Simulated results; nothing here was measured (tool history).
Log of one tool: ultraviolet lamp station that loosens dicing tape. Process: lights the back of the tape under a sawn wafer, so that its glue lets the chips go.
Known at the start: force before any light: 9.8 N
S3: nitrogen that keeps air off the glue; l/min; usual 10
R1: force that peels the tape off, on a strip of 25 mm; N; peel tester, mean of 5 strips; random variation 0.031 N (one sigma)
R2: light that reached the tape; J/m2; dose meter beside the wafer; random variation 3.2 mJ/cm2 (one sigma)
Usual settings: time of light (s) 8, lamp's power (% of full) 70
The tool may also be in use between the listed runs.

Run 1, hour 0.0: usual settings. Result: R1 1.990 N, R2 4340 J/m2.
Run 2, hour 23.7: usual settings but time of light (s) 6. Result: R1 2.935 N, R2 3250 J/m2.
Run 3, hour 44.4: usual settings but time of light (s) 6. Result: R1 2.992 N, R2 3110 J/m2.
Run 4, hour 66.1: usual settings. Result: R1 2.145 N, R2 4150 J/m2.
Run 5, hour 94.2: usual settings but S3 15 l/min. Result: R1 1.775 N, R2 4150 J/m2.
Run 6, hour 113.0: usual settings. Result: R1 2.146 N, R2 4060 J/m2.
Run 7, hour 127.8: usual settings. Result: R1 2.275 N, R2 3960 J/m2.
Run 8, hour 140.6: usual settings but lamp's power (% of full) 86. Result: R1 1.552 N, R2 4970 J/m2.
Run 9, hour 154.6: usual settings but lamp's power (% of full) 86. Result: R1 1.625 N, R2 4830 J/m2.
Run 10, hour 168.6: usual settings but S3 17 l/min. Result: R1 1.712 N, R2 3930 J/m2.
Run 11, hour 197.7: usual settings but time of light (s) 6, lamp's power (% of full) 65. Result: R1 3.746 N, R2 2670 J/m2.
Run 12, hour 216.0: usual settings but time of light (s) 6, lamp's power (% of full) 65. Result: R1 3.623 N, R2 2650 J/m2.
Run 13, hour 241.8: usual settings but time of light (s) 10, lamp's power (% of full) 78, S3 4 l/min. Result: R1 2.588 N, R2 5220 J/m2.
Run 14, hour 257.9: usual settings but time of light (s) 5, lamp's power (% of full) 71, S3 4 l/min. Result: R1 5.465 N, R2 2350 J/m2.

Forecast each of these 5 alternatives for the next run:
Run A, hour 277.5: usual settings but lamp's power (% of full) 63, S3 3 l/min. Result: R1 ?, R2 ?.
Run B, hour 277.5: usual settings but lamp's power (% of full) 93, S3 7 l/min. Result: R1 ?, R2 ?.
Run C, hour 277.5: usual settings but time of light (s) 5, lamp's power (% of full) 71. Result: R1 ?, R2 ?.
Run D, hour 277.5: usual settings but time of light (s) 10, lamp's power (% of full) 69, S3 4 l/min. Result: R1 ?, R2 ?.
Run E, hour 277.5: usual settings but lamp's power (% of full) 94, S3 11 l/min. Result: R1 ?, R2 ?.

run     R1    R2
  A  4.696  3300
  B  2.040  4870
  C  3.989  2310
  D  3.111  4550
  E  1.488  4940
Without the tool's hidden state the same runs would have given:
run     R1    R2
  A  3.526  4560
  B  1.157  6730
  C  2.870  3210
  D  2.019  6290
  E  0.768  6820

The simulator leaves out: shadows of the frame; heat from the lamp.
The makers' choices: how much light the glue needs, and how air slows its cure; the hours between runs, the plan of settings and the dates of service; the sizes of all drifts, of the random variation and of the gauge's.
